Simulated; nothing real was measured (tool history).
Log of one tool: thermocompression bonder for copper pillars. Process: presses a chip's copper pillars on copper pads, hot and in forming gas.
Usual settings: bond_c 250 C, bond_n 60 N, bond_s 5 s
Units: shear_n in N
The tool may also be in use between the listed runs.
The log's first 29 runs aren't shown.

{"run": 30, "hour": 891.5, "bond_c": 246, "bond_n": 60, "bond_s": 11, "shear_n": 80}
{"run": 31, "hour": 912.9, "bond_c": 246, "bond_n": 60, "bond_s": 11, "shear_n": 80.6}
{"run": 32, "hour": 943.8, "bond_c": 267, "bond_n": 60, "bond_s": 13, "shear_n": 100.7}
{"run": 33, "hour": 967.6, "bond_c": 267, "bond_n": 87, "bond_s": 5, "shear_n": 99.5}
{"run": 34, "hour": 1004.1, "bond_c": 236, "bond_n": 60, "bond_s": 13, "shear_n": 73}
{"run": 35, "hour": 1035.3, "bond_c": 272, "bond_n": 45, "bond_s": 8, "shear_n": 74}
{"run": 36, "hour": 1059.9, "bond_c": 272, "bond_n": 45, "bond_s": 8, "shear_n": 74.4}
{"run": 37, "hour": 1089.5, "bond_c": 272, "bond_n": 45, "bond_s": 8, "shear_n": 73.8}
{"run": 38, "hour": 1131.5, "bond_c": 239, "bond_n": 68, "bond_s": 6, "shear_n": 64.1}
{"run": 39, "hour": 1166.8, "bond_c": 236, "bond_n": 68, "bond_s": 5, "shear_n": 57.7}
{"run": 40, "hour": 1187.6, "bond_c": 236, "bond_n": 68, "bond_s": 5, "shear_n": 57.9}
{"hour": 1204.0, "done": "forming gas filter changed"}
{"run": 41, "hour": 1226.5, "bond_c": 269, "bond_n": 83, "bond_s": 5, "shear_n": 105.4}

3 ways to go on from here, each from the tool as it stands after run 41. What would each give?
{"run": "A", "hour": 1260.4, "bond_c": 250, "bond_n": 55, "bond_s": 9, "shear_n": "?"}
{"run": "B", "hour": 1260.4, "bond_c": 244, "bond_n": 88, "bond_s": 7, "shear_n": "?"}
{"run": "C", "hour": 1260.4, "bond_c": 255, "bond_n": 47, "bond_s": 5, "shear_n": "?"}

run=A shear_n=75
run=B shear_n=93
run=C shear_n=56.7
Without the tool's hidden state the same runs would have given:
run=A shear_n=83.2
run=B shear_n=100.6
run=C shear_n=64.2
